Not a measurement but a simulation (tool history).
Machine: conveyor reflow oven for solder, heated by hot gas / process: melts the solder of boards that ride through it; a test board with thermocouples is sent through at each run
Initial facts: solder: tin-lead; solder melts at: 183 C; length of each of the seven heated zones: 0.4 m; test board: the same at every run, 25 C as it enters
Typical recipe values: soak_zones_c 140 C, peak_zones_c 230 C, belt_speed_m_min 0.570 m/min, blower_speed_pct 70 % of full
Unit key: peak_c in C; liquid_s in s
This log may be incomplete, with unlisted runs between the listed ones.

run 1 day=0.000 | soak_zones_c=140 peak_zones_c=230 belt_speed_m_min=0.570 blower_speed_pct=70 | peak_c=211.8 liquid_s=58.7
run 2 day=0.646 | soak_zones_c=140 peak_zones_c=230 belt_speed_m_min=0.570 blower_speed_pct=70 | peak_c=211.9 liquid_s=58.7
run 3 day=1.521 | soak_zones_c=140 peak_zones_c=230 belt_speed_m_min=0.570 blower_speed_pct=70 | peak_c=212.2 liquid_s=58.7
run 4 day=2.054 | soak_zones_c=140 peak_zones_c=230 belt_speed_m_min=0.570 blower_speed_pct=70 | peak_c=211.7 liquid_s=59.0
run 5 day=3.096 | soak_zones_c=126 peak_zones_c=230 belt_speed_m_min=0.570 blower_speed_pct=70 | peak_c=209.1 liquid_s=50.0
run 6 day=4.096 | soak_zones_c=140 peak_zones_c=230 belt_speed_m_min=0.570 blower_speed_pct=70 | peak_c=211.8 liquid_s=58.5
run 7 day=4.938 | soak_zones_c=140 peak_zones_c=230 belt_speed_m_min=0.570 blower_speed_pct=70 | peak_c=212.1 liquid_s=58.5
run 8 day=5.862 | soak_zones_c=140 peak_zones_c=230 belt_speed_m_min=0.570 blower_speed_pct=70 | peak_c=211.5 liquid_s=58.4
run 9 day=6.667 | soak_zones_c=140 peak_zones_c=230 belt_speed_m_min=0.570 blower_speed_pct=83 | peak_c=215.9 liquid_s=62.8
run 10 day=7.458 | soak_zones_c=140 peak_zones_c=230 belt_speed_m_min=0.570 blower_speed_pct=83 | peak_c=215.2 liquid_s=62.7
run 11 day=8.050 | soak_zones_c=140 peak_zones_c=230 belt_speed_m_min=0.570 blower_speed_pct=83 | peak_c=215.5 liquid_s=63.0
run 12 day=8.554 | soak_zones_c=140 peak_zones_c=230 belt_speed_m_min=0.570 blower_speed_pct=83 | peak_c=215.1 liquid_s=63.0
run 13 day=9.296 | soak_zones_c=140 peak_zones_c=230 belt_speed_m_min=0.570 blower_speed_pct=83 | peak_c=215.5 liquid_s=62.6
run 14 day=10.217 | soak_zones_c=140 peak_zones_c=238 belt_speed_m_min=0.680 blower_speed_pct=70 | peak_c=211.3 liquid_s=47.2
run 15 day=10.917 | soak_zones_c=140 peak_zones_c=230 belt_speed_m_min=0.644 blower_speed_pct=73 | peak_c=207.8 liquid_s=47.7
run 16 day=11.925 | soak_zones_c=138 peak_zones_c=240 belt_speed_m_min=0.663 blower_speed_pct=50 | peak_c=203.3 liquid_s=37.3
run 17 day=12.675 | soak_zones_c=133 peak_zones_c=230 belt_speed_m_min=0.570 blower_speed_pct=73 | peak_c=211.1 liquid_s=55.2
run 18 day=13.554 | soak_zones_c=140 peak_zones_c=230 belt_speed_m_min=0.610 blower_speed_pct=70 | peak_c=208.8 liquid_s=51.2
run 19 day=14.150 | soak_zones_c=148 peak_zones_c=230 belt_speed_m_min=0.570 blower_speed_pct=70 | peak_c=213.1 liquid_s=63.4
run 20 day=15.162 | soak_zones_c=148 peak_zones_c=230 belt_speed_m_min=0.570 blower_speed_pct=70 | peak_c=212.5 liquid_s=63.3
run 21 day=15.925 | soak_zones_c=134 peak_zones_c=229 belt_speed_m_min=0.479 blower_speed_pct=69 | peak_c=214.9 liquid_s=71.4
run 22 day=16.575 | soak_zones_c=134 peak_zones_c=229 belt_speed_m_min=0.487 blower_speed_pct=69 | peak_c=214.1 liquid_s=70.4
run 23 day=17.612 | soak_zones_c=140 peak_zones_c=230 belt_speed_m_min=0.588 blower_speed_pct=80 | peak_c=213.2 liquid_s=58.2
run 24 day=18.104 | soak_zones_c=144 peak_zones_c=230 belt_speed_m_min=0.588 blower_speed_pct=78 | peak_c=213.0 liquid_s=59.7
run 25 day=19.050 | soak_zones_c=137 peak_zones_c=244 belt_speed_m_min=0.609 blower_speed_pct=60 | peak_c=215.7 liquid_s=55.3
run 26 day=20.071 | soak_zones_c=137 peak_zones_c=244 belt_speed_m_min=0.609 blower_speed_pct=60 | peak_c=215.0 liquid_s=55.4

Below are 3 alternative next runs, each starting from the tool's condition after run 26. Predict each:
run A day=20.942 | soak_zones_c=149 peak_zones_c=221 belt_speed_m_min=0.505 blower_speed_pct=70 | peak_c=? liquid_s=?
run B day=20.942 | soak_zones_c=137 peak_zones_c=220 belt_speed_m_min=0.609 blower_speed_pct=60 | peak_c=? liquid_s=?
run C day=20.942 | soak_zones_c=140 peak_zones_c=227 belt_speed_m_min=0.630 blower_speed_pct=69 | peak_c=? liquid_s=?

run=A peak_c=208.9 liquid_s=68.8
run=B peak_c=196.4 liquid_s=32.8
run=C peak_c=204.6 liquid_s=44.7
Stripped of hidden state, with their random variation kept, the same runs would have yielded:
run=A peak_c=210.0 liquid_s=70.1
run=B peak_c=197.9 liquid_s=35.6
run=C peak_c=206.4 liquid_s=47.0
